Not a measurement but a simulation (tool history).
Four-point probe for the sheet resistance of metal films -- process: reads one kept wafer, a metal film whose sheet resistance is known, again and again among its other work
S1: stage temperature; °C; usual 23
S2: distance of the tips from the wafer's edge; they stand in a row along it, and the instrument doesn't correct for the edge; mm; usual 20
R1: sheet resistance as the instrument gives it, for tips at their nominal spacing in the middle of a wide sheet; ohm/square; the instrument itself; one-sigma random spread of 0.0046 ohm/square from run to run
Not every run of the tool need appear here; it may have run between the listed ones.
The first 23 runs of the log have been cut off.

run 24 hour=484.9 | S1=31 S2=4 | R1=23.048207
run 25 hour=500.1 | S1=24 S2=10 | R1=23.051588
run 26 hour=528.6 | S1=23 S2=5 | R1=23.165895
run 27 hour=556.2 | S1=23 S2=5 | R1=23.163549
run 28 hour=581.9 | S1=18 S2=20 | R1=23.179947
run 29 hour=602.8 | S1=18 S2=20 | R1=23.166878
run 30 hour=622.8 | S1=18 S2=20 | R1=23.169048
run 31 hour=636.5 | S1=18 S2=20 | R1=23.155801
run 32 hour=668.2 | S1=18 S2=20 | R1=23.171277
run 33 hour=690.7 | S1=21 S2=15 | R1=23.099139
run 34 hour=711.2 | S1=24 S2=73 | R1=23.013329
run 35 hour=734.2 | S1=24 S2=73 | R1=23.001071
run 36 hour=763.4 | S1=21 S2=30 | R1=23.071373
run 37 hour=791.2 | S1=24 S2=20 | R1=23.002422
run 38 hour=822.6 | S1=24 S2=20 | R1=23.005511
run 39 hour=837.9 | S1=30 S2=28 | R1=22.850021
run 40 hour=858.6 | S1=22 S2=19 | R1=23.049283
run 41 hour=888.6 | S1=24 S2=34 | R1=22.987444
run 42 hour=915.6 | S1=24 S2=5 | R1=23.116056
run 43 hour=943.4 | S1=32 S2=38 | R1=22.793920
run 44 hour=957.1 | S1=21 S2=10 | R1=23.089162

What if the next run were any one of these 5? Each begins from the tool's condition after run 44:
run A hour=983.0 | S1=24 S2=44 | R1=?
run B hour=983.0 | S1=19 S2=74 | R1=?
run C hour=983.0 | S1=24 S2=5 | R1=?
run D hour=983.0 | S1=30 S2=10 | R1=?
run E hour=983.0 | S1=20 S2=4 | R1=?

run=A R1=22.981440
run=B R1=23.104700
run=C R1=23.109840
run=D R1=22.872133
run=E R1=23.274573
With no hidden state in the tool, these same runs would have given:
run=A R1=23.157779
run=B R1=23.281976
run=C R1=23.287093
run=D R1=23.047628
run=E R1=23.453040

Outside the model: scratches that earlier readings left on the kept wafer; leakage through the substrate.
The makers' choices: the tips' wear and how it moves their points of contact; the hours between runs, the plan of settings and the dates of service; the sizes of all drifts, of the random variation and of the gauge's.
